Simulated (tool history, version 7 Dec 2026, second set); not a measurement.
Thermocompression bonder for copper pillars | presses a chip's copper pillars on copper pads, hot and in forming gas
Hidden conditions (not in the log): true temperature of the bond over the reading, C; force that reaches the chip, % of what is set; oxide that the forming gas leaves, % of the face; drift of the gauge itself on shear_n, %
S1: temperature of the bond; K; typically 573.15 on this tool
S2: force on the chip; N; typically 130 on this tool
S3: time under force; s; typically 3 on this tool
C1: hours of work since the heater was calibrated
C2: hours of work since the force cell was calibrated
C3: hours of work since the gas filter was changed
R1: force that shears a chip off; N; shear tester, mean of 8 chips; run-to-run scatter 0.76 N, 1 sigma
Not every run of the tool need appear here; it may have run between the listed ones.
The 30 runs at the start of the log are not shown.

run   hour      S1   S2  S3   C1   C2  C3    R1
 31  335.5  602.15  186   5  312  208  72  97.8
 32  343.9  585.15  130   3  317  213  77  65.4
 33  353.6  585.15  130   3  322  218  82  64.7
 34  363.1  570.15  104   4  327  224  87  53.9
 35  372.1  570.15  104   4  332  229  92  55.3
 36  384.5  578.15  107   4  339  235  99  59.6
     395.0  -- forming gas filter changed
 37  398.9  573.15  132   3  347  243   2  57.5
 38  409.9  594.15   84   6  353  249   8  68.9
 39  423.7  584.15  137   7  360  256  16  84.5
 40  429.9  564.15  141   5  364  260  19  65.4
 41  441.4  564.15  141   5  370  266  25  64.1

Consider 3 possible next runs. They are alternatives, not a sequence: every one starts from the tool as it was left by run 41. What does each give?
  A  450.7  573.15  108   2  375  271  30   ?
  B  450.7  564.15  187   5  375  271  30   ?
  C  450.7  573.15   88   7  375  271  30   ?

run    R1
  A  43.7
  B  74.9
  C  61.1
Without the tool's unlogged condition, the same runs would have read:
run    R1
  A  43.8
  B  75.0
  C  61.2
